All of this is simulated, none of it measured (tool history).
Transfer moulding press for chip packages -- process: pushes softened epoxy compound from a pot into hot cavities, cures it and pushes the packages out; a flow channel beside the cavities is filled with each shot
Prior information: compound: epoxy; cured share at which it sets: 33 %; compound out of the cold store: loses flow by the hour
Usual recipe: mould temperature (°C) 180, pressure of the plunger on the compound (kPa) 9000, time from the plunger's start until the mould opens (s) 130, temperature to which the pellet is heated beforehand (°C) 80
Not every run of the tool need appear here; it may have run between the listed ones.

| run | day | mould temperature (°C) | pressure of the plunger on the compound (kPa) | time from the plunger's start until the mould opens (s) | temperature to which the pellet is heated beforehand (°C) | incoming compound's hours out of the cold store | length that the compound runs in the flow channel (mm) | greatest force on the pins that push the packages out (N) |
|---|---|---|---|---|---|---|---|---|
| 1 | 0.000 | 180 | 9000 | 130 | 80 | 34.4 | 904 | 383 |
| 2 | 0.883 | 180 | 9000 | 130 | 80 | 43.6 | 871 | 475 |
| 3 | 1.604 | 180 | 9000 | 130 | 80 | 16.3 | 954 | 550 |
| 4 | 2.488 | 180 | 9000 | 122 | 80 | 36.5 | 889 | 668 |
|  | 3.454 | cavities cleaned with cleaning compound and waxed |
| 5 | 3.542 | 180 | 7490 | 122 | 80 | 43.2 | 795 | 761 |
| 6 | 4.417 | 180 | 7490 | 122 | 80 | 25.8 | 836 | 787 |
| 7 | 5.354 | 180 | 7490 | 122 | 80 | 29.0 | 831 | 804 |
| 8 | 6.283 | 180 | 7490 | 122 | 80 | 42.3 | 789 | 778 |
|  | 6.946 | cavities cleaned with cleaning compound and waxed |
| 9 | 7.142 | 180 | 7490 | 122 | 80 | 19.0 | 860 | 447 |
| 10 | 7.871 | 188 | 9000 | 130 | 80 | 40.7 | 843 | 453 |
| 11 | 8.658 | 187 | 9000 | 130 | 80 | 41.4 | 838 | 499 |
|  | 8.938 | cavities cleaned with cleaning compound and waxed, once more |
| 12 | 9.204 | 180 | 9000 | 130 | 80 | 16.0 | 950 | 420 |
| 13 | 9.929 | 186 | 9000 | 130 | 80 | 47.9 | 817 | 465 |
| 14 | 10.825 | 186 | 9000 | 130 | 80 | 44.4 | 831 | 507 |
| 15 | 11.629 | 184 | 7420 | 120 | 72 | 22.2 | 818 | 614 |
|  | 12.400 | cavities cleaned with cleaning compound and waxed |
| 16 | 12.442 | 184 | 9060 | 134 | 87 | 18.9 | 911 | 354 |
| 17 | 13.254 | 184 | 9060 | 134 | 87 | 29.1 | 871 | 459 |
| 18 | 13.975 | 184 | 9060 | 134 | 87 | 23.2 | 901 | 514 |
| 19 | 14.825 | 180 | 10350 | 130 | 80 | 29.5 | 942 | 613 |
| 20 | 15.471 | 180 | 10350 | 130 | 80 | 36.0 | 922 | 654 |
|  | 15.671 | plunger's sealing rings changed |
|  | 15.988 | cavities cleaned with cleaning compound and waxed |
| 21 | 16.625 | 180 | 10350 | 130 | 80 | 35.6 | 982 | 446 |
| 22 | 17.133 | 180 | 7530 | 139 | 80 | 12.2 | 916 | 484 |
| 23 | 17.996 | 180 | 7860 | 130 | 80 | 41.9 | 833 | 587 |
| 24 | 19.054 | 179 | 9000 | 130 | 77 | 43.2 | 879 | 667 |
|  | 19.442 | cavities cleaned with cleaning compound and waxed |
| 25 | 20.183 | 180 | 6840 | 143 | 78 | 23.3 | 826 | 442 |
| 26 | 20.783 | 178 | 7970 | 110 | 78 | 26.5 | 890 | 770 |
| 27 | 21.367 | 178 | 10650 | 110 | 78 | 22.3 | 1037 | 812 |
| 28 | 22.262 | 178 | 8990 | 110 | 85 | 14.2 | 985 | 914 |

4 ways to go on from here, each from the tool as it stands after run 28. What would each give?
|  | 22.933 | cavities cleaned with cleaning compound and waxed |
| A | 23.367 | 181 | 8990 | 147 | 82 | 31.5 | ? | ? |
|  | 22.933 | cavities cleaned with cleaning compound and waxed |
| B | 23.367 | 177 | 8690 | 110 | 85 | 12.5 | ? | ? |
|  | 22.933 | cavities cleaned with cleaning compound and waxed |
| C | 23.367 | 183 | 9000 | 130 | 79 | 40.7 | ? | ? |
|  | 22.933 | cavities cleaned with cleaning compound and waxed |
| D | 23.367 | 181 | 9000 | 130 | 80 | 41.2 | ? | ? |

| run | length that the compound runs in the flow channel (mm) | greatest force on the pins that push the packages out (N) |
|---|---|---|
| A | 905 | 389 |
| B | 989 | 679 |
| C | 878 | 381 |
| D | 877 | 396 |
With no hidden state in the tool, these same runs would have given:
| run | length that the compound runs in the flow channel (mm) | greatest force on the pins that push the packages out (N) |
|---|---|---|
| A | 930 | 332 |
| B | 1017 | 608 |
| C | 902 | 326 |
| D | 902 | 340 |
